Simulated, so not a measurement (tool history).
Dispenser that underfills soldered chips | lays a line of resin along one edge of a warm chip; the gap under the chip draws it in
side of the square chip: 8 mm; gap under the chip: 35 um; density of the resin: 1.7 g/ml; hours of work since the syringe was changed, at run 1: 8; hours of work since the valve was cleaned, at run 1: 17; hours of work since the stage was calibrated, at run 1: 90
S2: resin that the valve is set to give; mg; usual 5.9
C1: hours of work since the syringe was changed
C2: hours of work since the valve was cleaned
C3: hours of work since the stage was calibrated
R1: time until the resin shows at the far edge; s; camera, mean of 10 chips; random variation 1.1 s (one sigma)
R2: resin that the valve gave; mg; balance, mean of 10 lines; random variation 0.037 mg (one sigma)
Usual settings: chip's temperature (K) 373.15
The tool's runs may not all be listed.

run 1 hour=0 | chip's_temperature_(K)=373.15 S2=5.9 | C1=8 C2=17 C3=90 | R1=179.6 R2=5.89
-- hour=1.7 new syringe of resin
run 2 hour=7.4 | chip's_temperature_(K)=373.15 S2=5.95 | C1=4 C2=22 C3=95 | R1=135.2 R2=5.82
run 3 hour=10.5 | chip's_temperature_(K)=373.15 S2=5.95 | C1=6 C2=24 C3=97 | R1=156.7 R2=5.86
run 4 hour=13.8 | chip's_temperature_(K)=373.15 S2=5.58 | C1=8 C2=26 C3=99 | R1=187.4 R2=5.5
-- hour=15.4 new syringe of resin
run 5 hour=19.6 | chip's_temperature_(K)=373.15 S2=5.58 | C1=3 C2=30 C3=103 | R1=131.6 R2=5.52
run 6 hour=25.9 | chip's_temperature_(K)=373.15 S2=6.68 | C1=7 C2=34 C3=107 | R1=172.2 R2=6.51
-- hour=29 new syringe of resin
run 7 hour=32 | chip's_temperature_(K)=373.15 S2=6.68 | C1=2 C2=38 C3=111 | R1=114.3 R2=6.5
run 8 hour=38.8 | chip's_temperature_(K)=373.15 S2=5.9 | C1=7 C2=42 C3=116 | R1=167.8 R2=5.69
-- hour=42.7 new syringe of resin
run 9 hour=44.6 | chip's_temperature_(K)=373.15 S2=5.9 | C1=1 C2=46 C3=119 | R1=110.1 R2=5.74
run 10 hour=47.9 | chip's_temperature_(K)=373.15 S2=5.9 | C1=3 C2=48 C3=122 | R1=131.8 R2=5.67
run 11 hour=53.3 | chip's_temperature_(K)=384.15 S2=6.97 | C1=7 C2=52 C3=125 | R1=110 R2=6.61
-- hour=56.6 new syringe of resin
run 12 hour=59.3 | chip's_temperature_(K)=387.15 S2=5.26 | C1=2 C2=56 C3=129 | R1=69 R2=5.04
-- hour=60.8 dispensing valve cleaned and set on the balance
run 13 hour=67.3 | chip's_temperature_(K)=375.15 S2=6.92 | C1=6 C2=4 C3=134 | R1=146.6 R2=6.9
-- hour=71.2 new syringe of resin
run 14 hour=71.8 | chip's_temperature_(K)=375.15 S2=6.92 | C1=0 C2=7 C3=137 | R1=95.6 R2=6.89
run 15 hour=78.9 | chip's_temperature_(K)=374.15 S2=5.02 | C1=5 C2=12 C3=141 | R1=151.1 R2=5.07

Forecast each of these 3 alternatives for the next run:
-- hour=84.9 new syringe of resin
run A hour=85.5 | chip's_temperature_(K)=385.15 S2=5.15 | C1=0 C2=16 C3=146 | R1=? R2=?
-- hour=84.9 new syringe of resin
run B hour=85.5 | chip's_temperature_(K)=375.15 S2=5.02 | C1=0 C2=16 C3=146 | R1=? R2=?
-- hour=84.9 new syringe of resin
run C hour=85.5 | chip's_temperature_(K)=373.15 S2=6.44 | C1=0 C2=16 C3=146 | R1=? R2=?

run=A R1=66.7 R2=5.17
run=B R1=98.9 R2=4.91
run=C R1=103.6 R2=6.35
Without the tool's hidden state the same runs would have given:
run=A R1=65.6 R2=5.23
run=B R1=97.2 R2=4.96
run=C R1=102.1 R2=6.42

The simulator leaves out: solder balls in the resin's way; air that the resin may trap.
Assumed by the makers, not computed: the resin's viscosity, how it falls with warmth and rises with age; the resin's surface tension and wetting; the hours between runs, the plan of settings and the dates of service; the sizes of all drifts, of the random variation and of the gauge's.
